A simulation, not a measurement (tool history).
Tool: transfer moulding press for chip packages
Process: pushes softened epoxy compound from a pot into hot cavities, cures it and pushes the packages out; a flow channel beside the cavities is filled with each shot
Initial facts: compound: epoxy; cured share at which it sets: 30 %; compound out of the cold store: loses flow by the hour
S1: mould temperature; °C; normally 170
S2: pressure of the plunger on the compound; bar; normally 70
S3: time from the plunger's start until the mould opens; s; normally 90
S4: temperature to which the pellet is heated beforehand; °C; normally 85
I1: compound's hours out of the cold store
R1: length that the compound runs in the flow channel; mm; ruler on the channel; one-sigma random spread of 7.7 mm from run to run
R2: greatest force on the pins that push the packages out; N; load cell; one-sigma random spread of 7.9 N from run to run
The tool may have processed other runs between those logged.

| run | hour | S1 | S2 | S3 | S4 | I1 | R1 | R2 |
|---|---|---|---|---|---|---|---|---|
| 1 | 0 | 170 | 70 | 90 | 85 | 42.3 | 873 | 335 |
| 2 | 39.6 | 170 | 70 | 90 | 85 | 36.1 | 902 | 589 |
| 3 | 67.7 | 170 | 70 | 90 | 85 | 23.1 | 967 | 655 |
|  | 85.2 | cavities cleaned with cleaning compound and waxed |
| 4 | 100.1 | 170 | 70 | 90 | 85 | 24.4 | 950 | 471 |
| 5 | 123.3 | 170 | 70 | 90 | 85 | 42.1 | 848 | 576 |
| 6 | 153.2 | 170 | 70 | 90 | 85 | 37.8 | 886 | 668 |
|  | 171.1 | cavities cleaned with cleaning compound and waxed |
| 7 | 184.2 | 170 | 70 | 90 | 85 | 17.1 | 965 | 449 |
| 8 | 231.1 | 170 | 70 | 90 | 85 | 34.7 | 886 | 631 |
|  | 256.4 | cavities cleaned with cleaning compound and waxed |
| 9 | 272.4 | 170 | 70 | 90 | 85 | 46.8 | 822 | 457 |
| 10 | 300.9 | 176 | 70 | 90 | 85 | 41.1 | 822 | 480 |
|  | 339 | plunger's sealing rings changed |
|  | 346.2 | cavities cleaned with cleaning compound and waxed |
| 11 | 349.2 | 176 | 70 | 90 | 85 | 46.1 | 864 | 301 |
| 12 | 385.6 | 176 | 54.7 | 90 | 85 | 19 | 853 | 470 |
| 13 | 412.7 | 176 | 54.7 | 90 | 85 | 14.9 | 879 | 533 |
|  | 431.9 | cavities cleaned with cleaning compound and waxed |
| 14 | 461.4 | 176 | 54.7 | 90 | 85 | 19.4 | 862 | 441 |
| 15 | 508 | 176 | 54.7 | 90 | 85 | 27.4 | 815 | 542 |
|  | 519.4 | cavities cleaned with cleaning compound and waxed |
| 16 | 546.1 | 176 | 54.7 | 90 | 85 | 15.1 | 863 | 430 |
| 17 | 577 | 176 | 54.7 | 106 | 85 | 43 | 726 | 491 |
| 18 | 598.3 | 172 | 68.2 | 90 | 85 | 20.6 | 934 | 619 |
|  | 608.3 | cavities cleaned with cleaning compound and waxed |
| 19 | 644.3 | 172 | 68.2 | 105 | 86 | 46.4 | 805 | 448 |
| 20 | 691.5 | 174 | 70 | 86 | 85 | 9.8 | 983 | 599 |
|  | 697.1 | cavities cleaned with cleaning compound and waxed |
| 21 | 715.4 | 174 | 70 | 86 | 85 | 26.1 | 889 | 424 |
|  | 724.1 | plunger's sealing rings changed |
| 22 | 750.6 | 170 | 65.7 | 90 | 89 | 25.8 | 949 | 581 |
|  | 786.5 | cavities cleaned with cleaning compound and waxed |
| 23 | 795.1 | 163 | 70 | 93 | 76 | 12.4 | 1027 | 645 |
| 24 | 827.7 | 163 | 70 | 93 | 76 | 46.9 | 865 | 798 |
| 25 | 860.8 | 170 | 70 | 91 | 85 | 16.5 | 1000 | 629 |
|  | 873.3 | cavities cleaned with cleaning compound and waxed |
| 26 | 890 | 170 | 60.3 | 93 | 90 | 11.3 | 943 | 456 |
| 27 | 927.7 | 172 | 55.1 | 101 | 85 | 25.1 | 824 | 497 |
|  | 956.7 | mould's thermocouples calibrated |
|  | 962.2 | cavities cleaned with cleaning compound and waxed |
| 28 | 980.7 | 172 | 77.6 | 101 | 85 | 26 | 983 | 385 |

Here are 3 independent what-if runs from the current tool condition. What would each one return?
| A | 1028.5 | 172 | 77.6 | 101 | 78 | 31.4 | ? | ? |
| B | 1028.5 | 178 | 77.6 | 101 | 85 | 9.6 | ? | ? |
| C | 1028.5 | 170 | 56.6 | 101 | 85 | 30.1 | ? | ? |

| run | R1 | R2 |
|---|---|---|
| A | 943 | 544 |
| B | 1033 | 471 |
| C | 792 | 555 |
Had the tool no hidden state, the same runs would have come out as:
| run | R1 | R2 |
|---|---|---|
| A | 994 | 278 |
| B | 1089 | 243 |
| C | 836 | 286 |
